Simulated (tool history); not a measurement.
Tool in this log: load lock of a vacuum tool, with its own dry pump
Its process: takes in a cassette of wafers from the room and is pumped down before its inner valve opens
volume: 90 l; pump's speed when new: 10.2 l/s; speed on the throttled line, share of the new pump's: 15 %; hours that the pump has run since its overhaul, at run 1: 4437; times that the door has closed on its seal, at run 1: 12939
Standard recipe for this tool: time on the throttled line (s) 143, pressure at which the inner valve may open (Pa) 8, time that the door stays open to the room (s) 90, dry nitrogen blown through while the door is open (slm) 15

run      day  time on the throttled line (s)  pressure at which the inner valve may open (Pa)  time that the door stays open to the room (s)  dry nitrogen blown through while the door is open (slm)  hours that the pump has run since its overhaul  times that the door has closed on its seal  incoming humidity of the room's air, %  time from the closed door until the inner valve may open (s)  rise of the pressure with all valves shut (Pa/min)
  1    0.000                             143                                                8                                             90                                                       15                                            4437                                       12939                                    44.0                                                         211.6                                               0.048
  2    6.367                             143                                                8                                             90                                                       15                                            4589                                       13353                                    45.0                                                         210.8                                               0.048
  3   11.004                             143                                                8                                             90                                                       15                                            4701                                       13654                                    48.7                                                         214.0                                               0.055
  4   17.196                             143                                                8                                             90                                                       15                                            4849                                       14057                                    43.6                                                         215.3                                               0.055
  5   25.508                             143                                                8                                             90                                                       15                                            5049                                       14597                                    47.6                                                         214.2                                               0.054
  6   31.717                             143                                                8                                             90                                                       15                                            5198                                       15000                                    45.5                                                         214.3                                               0.055
  7   35.996                             143                                                8                                             90                                                       15                                            5301                                       15279                                    47.4                                                         215.4                                               0.056
  8   41.883                             143                                                8                                             90                                                       15                                            5442                                       15661                                    45.8                                                         214.5                                               0.057
  9   49.083                             143                                                8                                             90                                                        5                                            5615                                       16129                                    44.9                                                         213.3                                               0.065
 10   57.417                             143                                                8                                             90                                                        5                                            5815                                       16671                                    45.8                                                         213.7                                               0.061
 11   63.196                             143                                                8                                             90                                                        5                                            5953                                       17046                                    46.0                                                         214.4                                               0.065
 12   70.312                             143                                                8                                             90                                                        5                                            6124                                       17509                                    43.6                                                         215.5                                               0.066
 13   78.867                              77                                                8                                             82                                                       36                                            6329                                       18065                                    42.8                                                         160.2                                               0.043
 14   83.271                              77                                                8                                             34                                                       36                                            6435                                       18351                                    45.6                                                         163.1                                               0.040
 15   87.133                             195                                               10                                             40                                                       26                                            6528                                       18602                                    47.1                                                         259.1                                               0.044
 16   91.100                              89                                                8                                             90                                                       31                                            6623                                       18860                                    46.3                                                         172.1                                               0.054
 17   94.983                             143                                                8                                             53                                                       15                                            6716                                       19113                                    44.8                                                         216.1                                               0.050
 18  103.138                             285                                               10                                             51                                                       12                                            6912                                       19643                                    43.6                                                         332.7                                               0.052
 19  107.217                             263                                               15                                             90                                                       13                                            7010                                       19908                                    50.7                                                         309.8                                               0.066

5 options for the next run, each taken on its own from the tool as it stands now. Forecast them:
  A  112.483                             102                                               13                                             42                                                       13                                            7136                                       20250                                    47.0                                                             ?                                                   ?
  B  112.483                             206                                                8                                            136                                                       13                                            7136                                       20250                                    45.0                                                             ?                                                   ?
  C  112.483                             277                                                8                                             27                                                       19                                            7136                                       20250                                    44.3                                                             ?                                                   ?
  D  112.483                             158                                               13                                             90                                                       15                                            7136                                       20250                                    44.9                                                             ?                                                   ?
  E  112.483                             226                                                7                                             90                                                        9                                            7136                                       20250                                    44.6                                                             ?                                                   ?

run  time from the closed door until the inner valve may open (s)  rise of the pressure with all valves shut (Pa/min)
  A                                                         181.3                                               0.056
  B                                                         267.8                                               0.068
  C                                                         327.2                                               0.045
  D                                                         225.9                                               0.061
  E                                                         286.5                                               0.063
With the hidden condition removed and each run's random variation left untouched, the same runs would have given:
run  time from the closed door until the inner valve may open (s)  rise of the pressure with all valves shut (Pa/min)
  A                                                         168.4                                               0.025
  B                                                         257.3                                               0.036
  C                                                         318.7                                               0.013
  D                                                         214.8                                               0.029
  E                                                         276.3                                               0.031
